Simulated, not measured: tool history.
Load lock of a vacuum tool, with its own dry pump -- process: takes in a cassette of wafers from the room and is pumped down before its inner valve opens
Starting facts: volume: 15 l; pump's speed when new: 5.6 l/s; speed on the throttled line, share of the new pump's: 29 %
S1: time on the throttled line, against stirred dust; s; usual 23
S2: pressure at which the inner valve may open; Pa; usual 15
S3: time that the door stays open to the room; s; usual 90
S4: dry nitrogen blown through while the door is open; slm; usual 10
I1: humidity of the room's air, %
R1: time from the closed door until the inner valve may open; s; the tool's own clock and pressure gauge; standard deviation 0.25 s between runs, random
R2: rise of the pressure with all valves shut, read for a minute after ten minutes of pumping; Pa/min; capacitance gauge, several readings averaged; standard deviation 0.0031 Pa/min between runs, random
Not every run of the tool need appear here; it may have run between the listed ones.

Run 1, hour 0: usual settings; I1 45.5. Result: R1 40.8 s, R2 0.105 Pa/min.
Run 2, hour 106.3: usual settings; I1 47.1. Result: R1 41 s, R2 0.106 Pa/min.
Run 3, hour 224.4: usual settings but S3 58 s; I1 47.7. Result: R1 41.7 s, R2 0.095 Pa/min.
Run 4, hour 351.7: usual settings but S3 58 s; I1 45.8. Result: R1 41.3 s, R2 0.09 Pa/min.
Run 5, hour 470.6: usual settings but S3 58 s; I1 46. Result: R1 41.1 s, R2 0.093 Pa/min.
Run 6, hour 589.1: usual settings; I1 41.3. Result: R1 41 s, R2 0.095 Pa/min.
Run 7, hour 696.7: usual settings; I1 47.2. Result: R1 41.3 s, R2 0.107 Pa/min.
Run 8, hour 874: usual settings but S2 29 Pa; I1 46.4. Result: R1 39.4 s, R2 0.11 Pa/min.
Run 9, hour 978.5: usual settings but S1 21 s, S2 22 Pa, S4 12 slm; I1 47. Result: R1 39.1 s, R2 0.106 Pa/min.
Run 10, hour 1054.5: usual settings but S1 42 s, S3 131 s; I1 46.2. Result: R1 54.7 s, R2 0.12 Pa/min.
Run 11, hour 1156.6: usual settings but S1 42 s, S2 13 Pa, S3 131 s, S4 6 slm; I1 46. Result: R1 55.4 s, R2 0.126 Pa/min.

Forecast each of these 3 alternatives for the next run:
Run A, hour 1237.6: usual settings but S1 42 s, S2 30 Pa, S3 64 s, S4 6 slm; I1 41.3. Result: R1 ?, R2 ?.
Run B, hour 1237.6: usual settings but S1 20 s, S3 81 s, S4 8 slm; I1 43. Result: R1 ?, R2 ?.
Run C, hour 1237.6: usual settings but S1 27 s, S2 13 Pa, S3 94 s, S4 6 slm; I1 44.3. Result: R1 ?, R2 ?.

run    R1     R2
  A  52.8  0.103
  B  39.3   0.11
  C  44.2  0.116
What these runs would have given with no unlogged condition in the tool:
run    R1     R2
  A  52.1  0.061
  B  38.1  0.067
  C  43.2  0.073

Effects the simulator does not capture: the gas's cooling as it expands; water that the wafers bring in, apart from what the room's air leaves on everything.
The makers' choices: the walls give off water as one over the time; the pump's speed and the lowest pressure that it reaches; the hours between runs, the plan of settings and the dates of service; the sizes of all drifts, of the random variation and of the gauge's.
